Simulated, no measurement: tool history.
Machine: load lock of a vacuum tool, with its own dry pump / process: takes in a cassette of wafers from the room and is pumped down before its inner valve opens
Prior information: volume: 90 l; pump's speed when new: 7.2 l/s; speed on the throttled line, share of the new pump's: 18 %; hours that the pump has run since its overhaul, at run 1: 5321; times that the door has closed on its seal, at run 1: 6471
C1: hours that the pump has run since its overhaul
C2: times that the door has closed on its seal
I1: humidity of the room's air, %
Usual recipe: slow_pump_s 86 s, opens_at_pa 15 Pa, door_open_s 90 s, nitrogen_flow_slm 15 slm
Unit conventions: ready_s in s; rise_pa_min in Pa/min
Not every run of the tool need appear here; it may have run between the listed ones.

{"run": 1, "hour": 0.0, "slow_pump_s": 86, "opens_at_pa": 15, "door_open_s": 90, "nitrogen_flow_slm": 15, "C1": 5321, "C2": 6471, "I1": 46.5, "ready_s": 186.2, "rise_pa_min": 0.087}
{"run": 2, "hour": 211.1, "slow_pump_s": 86, "opens_at_pa": 15, "door_open_s": 90, "nitrogen_flow_slm": 15, "C1": 5532, "C2": 7344, "I1": 45.2, "ready_s": 187.6, "rise_pa_min": 0.102}
{"run": 3, "hour": 476.9, "slow_pump_s": 86, "opens_at_pa": 15, "door_open_s": 90, "nitrogen_flow_slm": 15, "C1": 5798, "C2": 8442, "I1": 44.6, "ready_s": 187.6, "rise_pa_min": 0.108}
{"run": 4, "hour": 923.6, "slow_pump_s": 86, "opens_at_pa": 15, "door_open_s": 90, "nitrogen_flow_slm": 15, "C1": 6244, "C2": 10287, "I1": 45.8, "ready_s": 188.3, "rise_pa_min": 0.129}
{"run": 5, "hour": 1310.0, "slow_pump_s": 86, "opens_at_pa": 15, "door_open_s": 90, "nitrogen_flow_slm": 15, "C1": 6631, "C2": 11884, "I1": 46.1, "ready_s": 189.4, "rise_pa_min": 0.151}
{"run": 6, "hour": 1537.6, "slow_pump_s": 86, "opens_at_pa": 15, "door_open_s": 90, "nitrogen_flow_slm": 15, "C1": 6858, "C2": 12824, "I1": 44.5, "ready_s": 189.7, "rise_pa_min": 0.17}
{"run": 7, "hour": 1877.6, "slow_pump_s": 99, "opens_at_pa": 15, "door_open_s": 90, "nitrogen_flow_slm": 15, "C1": 7198, "C2": 14228, "I1": 45.6, "ready_s": 201.8, "rise_pa_min": 0.19}
{"run": 8, "hour": 2233.2, "slow_pump_s": 99, "opens_at_pa": 15, "door_open_s": 90, "nitrogen_flow_slm": 15, "C1": 7554, "C2": 15698, "I1": 43.9, "ready_s": 200.7, "rise_pa_min": 0.214}
{"run": 9, "hour": 2522.4, "slow_pump_s": 99, "opens_at_pa": 15, "door_open_s": 90, "nitrogen_flow_slm": 15, "C1": 7843, "C2": 16893, "I1": 44.7, "ready_s": 200.6, "rise_pa_min": 0.23}
{"run": 10, "hour": 2903.6, "slow_pump_s": 86, "opens_at_pa": 21, "door_open_s": 90, "nitrogen_flow_slm": 15, "C1": 8224, "C2": 18467, "I1": 45.7, "ready_s": 187.7, "rise_pa_min": 0.266}
{"run": 11, "hour": 3337.2, "slow_pump_s": 86, "opens_at_pa": 21, "door_open_s": 90, "nitrogen_flow_slm": 15, "C1": 8658, "C2": 20259, "I1": 48.9, "ready_s": 186.8, "rise_pa_min": 0.3}
{"run": 12, "hour": 3687.8, "slow_pump_s": 52, "opens_at_pa": 15, "door_open_s": 90, "nitrogen_flow_slm": 15, "C1": 9008, "C2": 21707, "I1": 44.7, "ready_s": 167.5, "rise_pa_min": 0.329}
{"run": 13, "hour": 4077.7, "slow_pump_s": 86, "opens_at_pa": 15, "door_open_s": 118, "nitrogen_flow_slm": 15, "C1": 9398, "C2": 23318, "I1": 47.0, "ready_s": 192.8, "rise_pa_min": 0.371}
{"run": 14, "hour": 4380.0, "slow_pump_s": 86, "opens_at_pa": 26, "door_open_s": 90, "nitrogen_flow_slm": 15, "C1": 9701, "C2": 24567, "I1": 45.3, "ready_s": 186.2, "rise_pa_min": 0.406}
{"hour": 4636.4, "done": "door's seal changed, seat wiped"}
{"run": 15, "hour": 4752.9, "slow_pump_s": 86, "opens_at_pa": 26, "door_open_s": 90, "nitrogen_flow_slm": 15, "C1": 10072, "C2": 481, "I1": 44.1, "ready_s": 186.5, "rise_pa_min": 0.04}
{"run": 16, "hour": 5104.7, "slow_pump_s": 52, "opens_at_pa": 15, "door_open_s": 114, "nitrogen_flow_slm": 5, "C1": 10424, "C2": 1935, "I1": 42.7, "ready_s": 166.3, "rise_pa_min": 0.066}
{"run": 17, "hour": 5496.6, "slow_pump_s": 75, "opens_at_pa": 15, "door_open_s": 83, "nitrogen_flow_slm": 8, "C1": 10816, "C2": 3554, "I1": 46.5, "ready_s": 187.2, "rise_pa_min": 0.074}
{"run": 18, "hour": 5777.5, "slow_pump_s": 75, "opens_at_pa": 15, "door_open_s": 50, "nitrogen_flow_slm": 5, "C1": 11097, "C2": 4715, "I1": 41.7, "ready_s": 185.8, "rise_pa_min": 0.071}
{"run": 19, "hour": 6159.1, "slow_pump_s": 75, "opens_at_pa": 15, "door_open_s": 50, "nitrogen_flow_slm": 5, "C1": 11478, "C2": 6291, "I1": 43.8, "ready_s": 186.9, "rise_pa_min": 0.088}
{"run": 20, "hour": 6525.7, "slow_pump_s": 83, "opens_at_pa": 19, "door_open_s": 35, "nitrogen_flow_slm": 8, "C1": 11845, "C2": 7806, "I1": 46.4, "ready_s": 189.3, "rise_pa_min": 0.097}
{"run": 21, "hour": 6875.4, "slow_pump_s": 86, "opens_at_pa": 14, "door_open_s": 142, "nitrogen_flow_slm": 40, "C1": 12195, "C2": 9251, "I1": 42.9, "ready_s": 198.9, "rise_pa_min": 0.11}
{"run": 22, "hour": 7261.2, "slow_pump_s": 84, "opens_at_pa": 14, "door_open_s": 59, "nitrogen_flow_slm": 40, "C1": 12580, "C2": 10844, "I1": 44.1, "ready_s": 196.8, "rise_pa_min": 0.122}
{"run": 23, "hour": 7490.3, "slow_pump_s": 86, "opens_at_pa": 15, "door_open_s": 90, "nitrogen_flow_slm": 13, "C1": 12809, "C2": 11791, "I1": 45.6, "ready_s": 196.1, "rise_pa_min": 0.167}
{"run": 24, "hour": 7886.7, "slow_pump_s": 159, "opens_at_pa": 13, "door_open_s": 135, "nitrogen_flow_slm": 14, "C1": 13206, "C2": 13429, "I1": 45.1, "ready_s": 261.2, "rise_pa_min": 0.196}
{"run": 25, "hour": 8140.9, "slow_pump_s": 82, "opens_at_pa": 25, "door_open_s": 159, "nitrogen_flow_slm": 6, "C1": 13460, "C2": 14479, "I1": 46.7, "ready_s": 187.7, "rise_pa_min": 0.228}
{"run": 26, "hour": 8450.5, "slow_pump_s": 82, "opens_at_pa": 17, "door_open_s": 176, "nitrogen_flow_slm": 6, "C1": 13770, "C2": 15758, "I1": 42.9, "ready_s": 194.3, "rise_pa_min": 0.253}
{"run": 27, "hour": 8840.3, "slow_pump_s": 82, "opens_at_pa": 17, "door_open_s": 176, "nitrogen_flow_slm": 6, "C1": 14159, "C2": 17369, "I1": 43.0, "ready_s": 194.3, "rise_pa_min": 0.278}

Forecast each of these 5 alternatives for the next run:
{"run": "A", "hour": 9304.3, "slow_pump_s": 78, "opens_at_pa": 23, "door_open_s": 31, "nitrogen_flow_slm": 15, "C1": 14624, "C2": 19286, "I1": 43.4, "ready_s": "?", "rise_pa_min": "?"}
{"run": "B", "hour": 9304.3, "slow_pump_s": 82, "opens_at_pa": 25, "door_open_s": 187, "nitrogen_flow_slm": 8, "C1": 14624, "C2": 19286, "I1": 44.1, "ready_s": "?", "rise_pa_min": "?"}
{"run": "C", "hour": 9304.3, "slow_pump_s": 82, "opens_at_pa": 17, "door_open_s": 176, "nitrogen_flow_slm": 15, "C1": 14624, "C2": 19286, "I1": 42.3, "ready_s": "?", "rise_pa_min": "?"}
{"run": "D", "hour": 9304.3, "slow_pump_s": 82, "opens_at_pa": 23, "door_open_s": 74, "nitrogen_flow_slm": 6, "C1": 14624, "C2": 19286, "I1": 42.3, "ready_s": "?", "rise_pa_min": "?"}
{"run": "E", "hour": 9304.3, "slow_pump_s": 86, "opens_at_pa": 26, "door_open_s": 90, "nitrogen_flow_slm": 5, "C1": 14624, "C2": 19286, "I1": 46.2, "ready_s": "?", "rise_pa_min": "?"}

run=A ready_s=187.9 rise_pa_min=0.273
run=B ready_s=189.2 rise_pa_min=0.311
run=C ready_s=194.7 rise_pa_min=0.299
run=D ready_s=189.2 rise_pa_min=0.293
run=E ready_s=192.9 rise_pa_min=0.301
Had the tool no hidden state, the same runs would have come out as:
run=A ready_s=169.7 rise_pa_min=0.028
run=B ready_s=171.3 rise_pa_min=0.068
run=C ready_s=175.9 rise_pa_min=0.055
run=D ready_s=171.3 rise_pa_min=0.046
run=E ready_s=175.3 rise_pa_min=0.059

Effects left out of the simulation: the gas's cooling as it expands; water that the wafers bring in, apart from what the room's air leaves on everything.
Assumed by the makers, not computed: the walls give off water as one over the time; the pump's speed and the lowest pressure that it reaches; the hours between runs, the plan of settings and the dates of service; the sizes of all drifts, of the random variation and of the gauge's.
